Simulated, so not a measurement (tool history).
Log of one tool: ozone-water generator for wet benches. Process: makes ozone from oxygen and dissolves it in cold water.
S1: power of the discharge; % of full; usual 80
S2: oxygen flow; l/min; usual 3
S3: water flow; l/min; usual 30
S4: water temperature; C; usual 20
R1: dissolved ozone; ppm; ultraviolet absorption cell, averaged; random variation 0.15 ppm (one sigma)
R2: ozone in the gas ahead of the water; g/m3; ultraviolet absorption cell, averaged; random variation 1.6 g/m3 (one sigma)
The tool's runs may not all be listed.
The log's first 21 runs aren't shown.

run	hour	S1	S2	S3	S4	R1	R2
22	2567.3	73	1.89	38	13	10.2	294.6
23	2729.1	80	3	19	23	24.8	274.3
24	2819.8	80	3	19	23	25	273.5
25	2912	40	2.74	30	25	8.8	160.5
# hour 3029.9: water thermometer calibrated
26	3047.6	40	2.74	30	25	9.1	159.1
27	3211.7	42	2.93	30	20	10.2	163.1
28	3351.4	51	1.52	30	23	8.4	230
29	3485.4	80	4.06	22	14	26.9	247.9
30	3619.3	80	4.06	22	14	26.9	246.6
31	3703.5	80	4.06	22	14	26.7	247.7
32	3806.1	80	4.06	22	14	26.8	245.9
33	3934.2	80	4.06	22	14	26.6	244.1

Forecast each of these 3 alternatives for the next run:
A	4054	70	4.06	41	14	?	?
B	4054	80	4.3	30	16	?	?
C	4054	80	4.06	22	14	?	?

run	R1	R2
A	13.1	218.4
B	20.1	242.2
C	26.6	246.8
Without the tool's hidden state the same runs would have given:
run	R1	R2
A	14.9	242.9
B	23.1	272.5
C	30.3	277.6
